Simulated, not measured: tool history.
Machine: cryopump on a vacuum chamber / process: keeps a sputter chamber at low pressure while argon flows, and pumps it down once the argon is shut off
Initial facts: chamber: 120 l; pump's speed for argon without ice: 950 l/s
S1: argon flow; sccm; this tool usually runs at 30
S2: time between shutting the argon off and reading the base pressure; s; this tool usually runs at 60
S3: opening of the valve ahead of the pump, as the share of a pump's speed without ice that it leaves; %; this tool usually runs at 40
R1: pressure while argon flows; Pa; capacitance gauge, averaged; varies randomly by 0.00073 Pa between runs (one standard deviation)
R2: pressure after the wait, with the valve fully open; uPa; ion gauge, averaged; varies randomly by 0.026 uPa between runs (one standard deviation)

Run 1, hour 0.0: usual settings. Result: R1 0.1416 Pa, R2 2.38 uPa.
Run 2, hour 14.0: usual settings but S1 58 sccm. Result: R1 0.2740 Pa, R2 2.28 uPa.
Run 3, hour 24.8: usual settings but S3 21 %. Result: R1 0.2643 Pa, R2 2.34 uPa.
Run 4, hour 39.0: usual settings but S3 16 %. Result: R1 0.3436 Pa, R2 2.36 uPa.
Run 5, hour 51.9: usual settings. Result: R1 0.1435 Pa, R2 2.32 uPa.
Run 6, hour 62.4: usual settings but S1 20 sccm. Result: R1 0.0952 Pa, R2 2.37 uPa.
Run 7, hour 74.1: usual settings but S1 20 sccm. Result: R1 0.0946 Pa, R2 2.42 uPa.
Run 8, hour 82.1: usual settings but S1 20 sccm. Result: R1 0.0951 Pa, R2 2.51 uPa.
Run 9, hour 90.7: usual settings but S1 20 sccm. Result: R1 0.0959 Pa, R2 2.41 uPa.
Run 10, hour 100.9: usual settings but S1 20 sccm. Result: R1 0.0962 Pa, R2 2.50 uPa.
Run 11, hour 114.7: usual settings but S2 63 s. Result: R1 0.1449 Pa, R2 2.40 uPa.
Run 12, hour 124.8: usual settings but S2 63 s. Result: R1 0.1444 Pa, R2 2.43 uPa.
Run 13, hour 137.1: usual settings but S2 21 s. Result: R1 0.1450 Pa, R2 3.84 uPa.
Run 14, hour 152.2: usual settings but S1 41 sccm. Result: R1 0.1995 Pa, R2 2.45 uPa.
Run 15, hour 158.9: usual settings but S1 29 sccm, S3 16 %. Result: R1 0.3344 Pa, R2 2.42 uPa.
Run 16, hour 172.2: usual settings but S1 27 sccm, S2 220 s, S3 16 %. Result: R1 0.3132 Pa, R2 2.00 uPa.
Run 17, hour 180.5: usual settings but S1 27 sccm, S2 220 s, S3 16 %. Result: R1 0.3110 Pa, R2 1.95 uPa.
Run 18, hour 190.3: usual settings but S1 27 sccm, S2 220 s, S3 16 %. Result: R1 0.3101 Pa, R2 1.95 uPa.
Run 19, hour 198.2: usual settings but S2 64 s, S3 17 %. Result: R1 0.3230 Pa, R2 2.53 uPa.
Run 20, hour 211.9: usual settings but S2 23 s, S3 18 %. Result: R1 0.3071 Pa, R2 3.81 uPa.
Run 21, hour 221.3: usual settings but S2 23 s, S3 18 %. Result: R1 0.3093 Pa, R2 3.74 uPa.
Run 22, hour 229.8: usual settings but S2 23 s, S3 18 %. Result: R1 0.3095 Pa, R2 3.80 uPa.
Run 23, hour 243.2: usual settings but S1 33 sccm, S2 193 s, S3 57 %. Result: R1 0.1172 Pa, R2 2.01 uPa.
Run 24, hour 258.0: usual settings but S1 28 sccm, S2 77 s, S3 45 %. Result: R1 0.1233 Pa, R2 2.58 uPa.
Run 25, hour 272.2: usual settings but S2 101 s, S3 21 %. Result: R1 0.2698 Pa, R2 2.31 uPa.
Run 26, hour 287.1: usual settings but S1 14 sccm, S2 298 s, S3 46 %. Result: R1 0.0602 Pa, R2 2.10 uPa.
Run 27, hour 299.8: usual settings but S1 45 sccm, S2 220 s, S3 47 %. Result: R1 0.1908 Pa, R2 2.12 uPa.

Below are 3 alternative next runs, each starting from the tool's condition after run 27. Predict each:
Run A, hour 308.0: usual settings but S1 45 sccm, S2 91 s, S3 47 %. Result: R1 ?, R2 ?.
Run B, hour 308.0: usual settings but S1 29 sccm, S2 201 s, S3 31 %. Result: R1 ?, R2 ?.
Run C, hour 308.0: usual settings but S1 45 sccm, S2 220 s, S3 37 %. Result: R1 ?, R2 ?.

run      R1    R2
  A  0.1919  2.46
  B  0.1806  2.22
  C  0.2396  2.15
Without the tool's hidden state the same runs would have given:
run      R1    R2
  A  0.1701  0.83
  B  0.1665  0.54
  C  0.2177  0.51
